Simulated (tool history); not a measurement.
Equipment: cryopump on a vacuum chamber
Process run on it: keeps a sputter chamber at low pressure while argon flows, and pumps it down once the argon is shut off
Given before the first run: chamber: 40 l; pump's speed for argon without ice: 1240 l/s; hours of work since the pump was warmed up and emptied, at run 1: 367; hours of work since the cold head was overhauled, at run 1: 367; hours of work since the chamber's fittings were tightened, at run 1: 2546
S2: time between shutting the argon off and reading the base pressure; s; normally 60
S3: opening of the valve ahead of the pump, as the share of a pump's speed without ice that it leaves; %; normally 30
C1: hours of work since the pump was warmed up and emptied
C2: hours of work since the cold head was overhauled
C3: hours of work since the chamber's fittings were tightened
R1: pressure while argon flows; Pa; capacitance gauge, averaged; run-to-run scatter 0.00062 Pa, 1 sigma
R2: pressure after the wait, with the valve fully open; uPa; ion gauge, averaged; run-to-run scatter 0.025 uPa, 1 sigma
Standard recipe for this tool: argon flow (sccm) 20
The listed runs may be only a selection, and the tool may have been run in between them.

{"run": 1, "day": 0.0, "argon flow (sccm)": 20, "S2": 60, "S3": 30, "C1": 367, "C2": 367, "C3": 2546, "R1": 0.0952, "R2": 2.91}
{"run": 2, "day": 1.479, "argon flow (sccm)": 20, "S2": 60, "S3": 30, "C1": 385, "C2": 385, "C3": 2564, "R1": 0.0982, "R2": 2.88}
{"run": 3, "day": 3.071, "argon flow (sccm)": 18, "S2": 60, "S3": 30, "C1": 404, "C2": 404, "C3": 2583, "R1": 0.0883, "R2": 3.0}
{"run": 4, "day": 4.229, "argon flow (sccm)": 20, "S2": 60, "S3": 30, "C1": 418, "C2": 418, "C3": 2597, "R1": 0.0983, "R2": 2.91}
{"run": 5, "day": 5.171, "argon flow (sccm)": 9, "S2": 60, "S3": 30, "C1": 430, "C2": 430, "C3": 2608, "R1": 0.0443, "R2": 2.99}
{"run": 6, "day": 6.683, "argon flow (sccm)": 9, "S2": 60, "S3": 30, "C1": 448, "C2": 448, "C3": 2627, "R1": 0.0442, "R2": 3.0}
{"run": 7, "day": 7.479, "argon flow (sccm)": 20, "S2": 41, "S3": 30, "C1": 458, "C2": 458, "C3": 2636, "R1": 0.0991, "R2": 3.53}
{"run": 8, "day": 9.154, "argon flow (sccm)": 20, "S2": 41, "S3": 46, "C1": 478, "C2": 478, "C3": 2656, "R1": 0.0671, "R2": 3.48}
{"day": 9.975, "done": "pump warmed up, emptied and cooled again"}
{"run": 9, "day": 10.292, "argon flow (sccm)": 20, "S2": 41, "S3": 46, "C1": 4, "C2": 489, "C3": 2668, "R1": 0.0604, "R2": 3.0}
{"run": 10, "day": 11.862, "argon flow (sccm)": 20, "S2": 41, "S3": 46, "C1": 23, "C2": 508, "C3": 2687, "R1": 0.0602, "R2": 3.09}
{"run": 11, "day": 13.2, "argon flow (sccm)": 20, "S2": 60, "S3": 30, "C1": 39, "C2": 524, "C3": 2703, "R1": 0.0917, "R2": 2.6}
{"run": 12, "day": 14.196, "argon flow (sccm)": 20, "S2": 60, "S3": 30, "C1": 51, "C2": 536, "C3": 2715, "R1": 0.0921, "R2": 2.67}
{"run": 13, "day": 15.167, "argon flow (sccm)": 20, "S2": 60, "S3": 30, "C1": 63, "C2": 548, "C3": 2726, "R1": 0.0921, "R2": 2.7}
{"run": 14, "day": 15.975, "argon flow (sccm)": 20, "S2": 60, "S3": 30, "C1": 72, "C2": 558, "C3": 2736, "R1": 0.0924, "R2": 2.62}
{"run": 15, "day": 17.046, "argon flow (sccm)": 20, "S2": 204, "S3": 29, "C1": 85, "C2": 570, "C3": 2749, "R1": 0.0949, "R2": 2.24}
{"run": 16, "day": 17.967, "argon flow (sccm)": 39, "S2": 83, "S3": 41, "C1": 96, "C2": 582, "C3": 2760, "R1": 0.134, "R2": 2.48}
{"run": 17, "day": 18.654, "argon flow (sccm)": 20, "S2": 153, "S3": 30, "C1": 105, "C2": 590, "C3": 2769, "R1": 0.0938, "R2": 2.38}
{"run": 18, "day": 19.708, "argon flow (sccm)": 20, "S2": 153, "S3": 30, "C1": 117, "C2": 603, "C3": 2781, "R1": 0.0927, "R2": 2.34}
{"run": 19, "day": 21.046, "argon flow (sccm)": 20, "S2": 153, "S3": 30, "C1": 134, "C2": 619, "C3": 2797, "R1": 0.0926, "R2": 2.39}
{"run": 20, "day": 22.346, "argon flow (sccm)": 20, "S2": 153, "S3": 30, "C1": 149, "C2": 634, "C3": 2813, "R1": 0.0931, "R2": 2.41}
{"run": 21, "day": 23.779, "argon flow (sccm)": 20, "S2": 64, "S3": 25, "C1": 167, "C2": 652, "C3": 2830, "R1": 0.1119, "R2": 2.81}
{"run": 22, "day": 25.0, "argon flow (sccm)": 22, "S2": 31, "S3": 20, "C1": 181, "C2": 666, "C3": 2845, "R1": 0.1529, "R2": 3.7}
{"day": 25.325, "done": "leaking fittings of the chamber tightened, without venting"}
{"run": 23, "day": 25.846, "argon flow (sccm)": 13, "S2": 75, "S3": 15, "C1": 191, "C2": 676, "C3": 6, "R1": 0.1197, "R2": 0.9}
{"run": 24, "day": 26.808, "argon flow (sccm)": 10, "S2": 219, "S3": 25, "C1": 202, "C2": 687, "C3": 18, "R1": 0.0554, "R2": 0.53}
{"run": 25, "day": 28.342, "argon flow (sccm)": 12, "S2": 102, "S3": 25, "C1": 221, "C2": 706, "C3": 36, "R1": 0.0672, "R2": 0.78}
{"run": 26, "day": 29.762, "argon flow (sccm)": 12, "S2": 102, "S3": 25, "C1": 238, "C2": 723, "C3": 54, "R1": 0.0678, "R2": 0.86}
{"run": 27, "day": 31.042, "argon flow (sccm)": 12, "S2": 102, "S3": 25, "C1": 253, "C2": 738, "C3": 69, "R1": 0.068, "R2": 0.84}
{"run": 28, "day": 32.633, "argon flow (sccm)": 12, "S2": 102, "S3": 25, "C1": 272, "C2": 758, "C3": 88, "R1": 0.0688, "R2": 0.84}

Across each entry between runs, compare the hidden state at the last listed run before it with the hidden state at the first listed run after it:
Run 8 -> run 9: pump warmed up, emptied and cooled again (day 9.975)
  pump's speed, % of a pump's without ice: 77.2 -> 99.6; cold plate's temperature, K: 12.36 -> 12.37; leak into the chamber, uPa l/s: 2270 -> 2278
  what was measured, less what the result would be without the hidden state, R1: +0.0083 -> +0.0003 Pa; R2: +2.14 -> +1.61 uPa
Run 22 -> run 23: leaking fittings of the chamber tightened, without venting (day 25.325)
  pump's speed, % of a pump's without ice: 90.3 -> 89.9; leak into the chamber, uPa l/s: 2411 -> 353
  what was measured, less what the result would be without the hidden state, R1: +0.0035 -> +0.0022 Pa; R2: +1.96 -> +0.08 uPa
